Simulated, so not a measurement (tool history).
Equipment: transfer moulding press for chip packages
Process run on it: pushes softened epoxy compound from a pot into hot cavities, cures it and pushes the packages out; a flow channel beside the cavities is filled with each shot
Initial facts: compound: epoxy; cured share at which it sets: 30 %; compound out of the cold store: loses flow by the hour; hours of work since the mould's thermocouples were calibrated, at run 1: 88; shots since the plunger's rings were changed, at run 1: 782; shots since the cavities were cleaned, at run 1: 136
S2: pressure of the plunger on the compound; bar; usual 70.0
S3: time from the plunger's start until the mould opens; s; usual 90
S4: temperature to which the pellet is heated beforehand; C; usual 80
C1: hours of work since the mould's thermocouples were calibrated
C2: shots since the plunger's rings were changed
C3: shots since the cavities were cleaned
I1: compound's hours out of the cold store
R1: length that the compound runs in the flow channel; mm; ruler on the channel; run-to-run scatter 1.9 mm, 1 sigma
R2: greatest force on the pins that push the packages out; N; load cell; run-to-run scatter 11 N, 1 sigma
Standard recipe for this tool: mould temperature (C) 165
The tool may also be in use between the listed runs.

run 1 hour=0.0 | mould_temperature_(C)=165 S2=70.0 S3=90 S4=80 | C1=88 C2=782 C3=136 | I1=41.9 | R1=628 R2=600
run 2 hour=6.9 | mould_temperature_(C)=165 S2=70.0 S3=90 S4=80 | C1=93 C2=869 C3=223 | I1=30.3 | R1=651 R2=681
run 3 hour=14.8 | mould_temperature_(C)=165 S2=70.0 S3=90 S4=80 | C1=98 C2=971 C3=325 | I1=32.0 | R1=647 R2=739
run 4 hour=24.7 | mould_temperature_(C)=165 S2=70.0 S3=90 S4=80 | C1=105 C2=1097 C3=451 | I1=8.8 | R1=679 R2=827
run 5 hour=39.0 | mould_temperature_(C)=165 S2=70.0 S3=90 S4=80 | C1=115 C2=1279 C3=633 | I1=16.5 | R1=669 R2=858
-- hour=42.9 cavities cleaned with cleaning compound and waxed
run 6 hour=47.6 | mould_temperature_(C)=165 S2=70.0 S3=90 S4=87 | C1=119 C2=1370 C3=60 | I1=22.9 | R1=653 R2=591
run 7 hour=54.5 | mould_temperature_(C)=165 S2=70.0 S3=90 S4=84 | C1=124 C2=1458 C3=148 | I1=23.4 | R1=658 R2=660
run 8 hour=63.4 | mould_temperature_(C)=165 S2=70.0 S3=90 S4=84 | C1=130 C2=1572 C3=262 | I1=28.2 | R1=645 R2=712
run 9 hour=77.3 | mould_temperature_(C)=165 S2=70.0 S3=90 S4=87 | C1=140 C2=1749 C3=439 | I1=44.1 | R1=623 R2=749
run 10 hour=87.0 | mould_temperature_(C)=165 S2=70.0 S3=111 S4=80 | C1=146 C2=1873 C3=563 | I1=19.8 | R1=663 R2=666
-- hour=96.2 cavities cleaned with cleaning compound and waxed
run 11 hour=99.9 | mould_temperature_(C)=165 S2=70.0 S3=111 S4=80 | C1=154 C2=2019 C3=48 | I1=32.4 | R1=640 R2=427
run 12 hour=113.2 | mould_temperature_(C)=165 S2=70.0 S3=90 S4=80 | C1=163 C2=2188 C3=217 | I1=43.3 | R1=622 R2=661
run 13 hour=119.5 | mould_temperature_(C)=165 S2=70.0 S3=90 S4=80 | C1=167 C2=2268 C3=297 | I1=21.9 | R1=651 R2=744
run 14 hour=133.1 | mould_temperature_(C)=165 S2=70.0 S3=90 S4=80 | C1=177 C2=2443 C3=472 | I1=25.6 | R1=646 R2=829
run 15 hour=143.7 | mould_temperature_(C)=167 S2=70.0 S3=90 S4=76 | C1=184 C2=2578 C3=607 | I1=42.8 | R1=616 R2=763
-- hour=149.3 cavities cleaned with cleaning compound and waxed
run 16 hour=152.2 | mould_temperature_(C)=168 S2=84.9 S3=82 S4=84 | C1=189 C2=2667 C3=38 | I1=17.6 | R1=715 R2=541
run 17 hour=160.5 | mould_temperature_(C)=168 S2=84.9 S3=82 S4=84 | C1=194 C2=2773 C3=144 | I1=34.4 | R1=688 R2=625
run 18 hour=169.5 | mould_temperature_(C)=168 S2=84.9 S3=82 S4=84 | C1=200 C2=2888 C3=259 | I1=15.3 | R1=721 R2=701
run 19 hour=183.8 | mould_temperature_(C)=168 S2=84.9 S3=82 S4=84 | C1=210 C2=3070 C3=441 | I1=42.4 | R1=676 R2=765
run 20 hour=198.3 | mould_temperature_(C)=166 S2=58.9 S3=71 S4=84 | C1=220 C2=3256 C3=627 | I1=30.9 | R1=581 R2=1356
-- hour=203.2 cavities cleaned with cleaning compound and waxed
run 21 hour=211.7 | mould_temperature_(C)=166 S2=70.0 S3=90 S4=80 | C1=228 C2=3408 C3=110 | I1=43.9 | R1=613 R2=555
run 22 hour=218.3 | mould_temperature_(C)=169 S2=70.0 S3=94 S4=82 | C1=232 C2=3492 C3=194 | I1=30.0 | R1=620 R2=508
run 23 hour=229.9 | mould_temperature_(C)=169 S2=77.0 S3=78 S4=88 | C1=240 C2=3639 C3=341 | I1=45.6 | R1=631 R2=740
run 24 hour=236.1 | mould_temperature_(C)=173 S2=70.0 S3=90 S4=74 | C1=245 C2=3719 C3=421 | I1=19.7 | R1=631 R2=584
run 25 hour=246.7 | mould_temperature_(C)=173 S2=70.0 S3=90 S4=84 | C1=252 C2=3855 C3=557 | I1=25.7 | R1=617 R2=626
-- hour=256.3 cavities cleaned with cleaning compound and waxed
run 26 hour=256.4 | mould_temperature_(C)=173 S2=70.0 S3=90 S4=84 | C1=257 C2=3959 C3=1 | I1=46.3 | R1=587 R2=401
run 27 hour=264.1 | mould_temperature_(C)=165 S2=70.0 S3=90 S4=72 | C1=263 C2=4057 C3=99 | I1=41.5 | R1=615 R2=577
run 28 hour=274.2 | mould_temperature_(C)=165 S2=59.5 S3=90 S4=86 | C1=269 C2=4186 C3=228 | I1=19.8 | R1=593 R2=671

Each row is a separate what-if for the run after 28, all from the same tool condition, not one after another. Results?
run A hour=286.9 | mould_temperature_(C)=169 S2=81.0 S3=72 S4=86 | C1=278 C2=4348 C3=390 | I1=36.1 | R1=? R2=?
run B hour=286.9 | mould_temperature_(C)=172 S2=59.9 S3=120 S4=80 | C1=278 C2=4348 C3=390 | I1=9.4 | R1=? R2=?
run C hour=286.9 | mould_temperature_(C)=165 S2=83.8 S3=106 S4=88 | C1=278 C2=4348 C3=390 | I1=39.5 | R1=? R2=?
run D hour=286.9 | mould_temperature_(C)=165 S2=54.3 S3=90 S4=81 | C1=278 C2=4348 C3=390 | I1=38.9 | R1=? R2=?

run=A R1=655 R2=934
run=B R1=593 R2=561
run=C R1=677 R2=617
run=D R1=543 R2=756
What these runs would have given with no unlogged condition in the tool:
run=A R1=679 R2=662
run=B R1=614 R2=379
run=C R1=703 R2=423
run=D R1=563 R2=530
